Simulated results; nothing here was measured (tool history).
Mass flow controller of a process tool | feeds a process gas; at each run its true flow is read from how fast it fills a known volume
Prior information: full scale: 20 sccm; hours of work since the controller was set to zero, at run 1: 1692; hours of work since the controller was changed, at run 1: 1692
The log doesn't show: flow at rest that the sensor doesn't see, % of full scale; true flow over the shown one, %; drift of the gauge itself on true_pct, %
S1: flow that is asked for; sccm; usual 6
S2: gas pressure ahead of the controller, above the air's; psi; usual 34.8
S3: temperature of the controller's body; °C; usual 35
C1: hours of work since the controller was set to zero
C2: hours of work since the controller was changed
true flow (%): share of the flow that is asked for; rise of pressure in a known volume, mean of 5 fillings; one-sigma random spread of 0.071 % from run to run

{"run": 1, "hour": 0.0, "S1": 6, "S2": 34.8, "S3": 35, "C1": 1692, "C2": 1692, "true flow (%)": 101.01}
{"run": 2, "hour": 64.2, "S1": 6, "S2": 34.8, "S3": 35, "C1": 1724, "C2": 1724, "true flow (%)": 101.1}
{"run": 3, "hour": 125.7, "S1": 6, "S2": 34.8, "S3": 35, "C1": 1756, "C2": 1756, "true flow (%)": 101.1}
{"run": 4, "hour": 184.8, "S1": 6, "S2": 34.8, "S3": 31, "C1": 1786, "C2": 1786, "true flow (%)": 101.08}
{"run": 5, "hour": 232.8, "S1": 16, "S2": 34.8, "S3": 31, "C1": 1811, "C2": 1811, "true flow (%)": 100.59}
{"run": 6, "hour": 336.1, "S1": 16, "S2": 34.8, "S3": 31, "C1": 1864, "C2": 1864, "true flow (%)": 100.67}
{"run": 7, "hour": 380.6, "S1": 6, "S2": 34.8, "S3": 35, "C1": 1887, "C2": 1887, "true flow (%)": 101.19}
{"run": 8, "hour": 478.8, "S1": 6, "S2": 34.8, "S3": 35, "C1": 1937, "C2": 1937, "true flow (%)": 101.24}
{"run": 9, "hour": 554.0, "S1": 17, "S2": 34.8, "S3": 35, "C1": 1975, "C2": 1975, "true flow (%)": 100.61}
{"run": 10, "hour": 609.4, "S1": 2, "S2": 31.8, "S3": 31, "C1": 2004, "C2": 2004, "true flow (%)": 103.85}
{"run": 11, "hour": 685.1, "S1": 15, "S2": 21.2, "S3": 35, "C1": 2043, "C2": 2043, "true flow (%)": 101.53}
{"run": 12, "hour": 752.2, "S1": 15, "S2": 21.2, "S3": 35, "C1": 2077, "C2": 2077, "true flow (%)": 101.51}
{"run": 13, "hour": 849.4, "S1": 2, "S2": 31.2, "S3": 32, "C1": 2127, "C2": 2127, "true flow (%)": 104.23}

Some steps in true flow (%) between neighbouring runs. How much of each would the tool show without its hidden state too (settings, what came in, random variation), and how much is left for the hidden state, with any gauge scatter that isn't in both results?
Run 9 -> 10: S1 17 -> 2, S2 34.8 -> 31.8, S3 35 -> 31. true flow (%) +3.24: hidden state +3.54, all else -0.3.
Run 12 -> 13: S1 15 -> 2, S2 21.2 -> 31.2, S3 35 -> 32. true flow (%) +2.72: hidden state +3.66, all else -0.94.
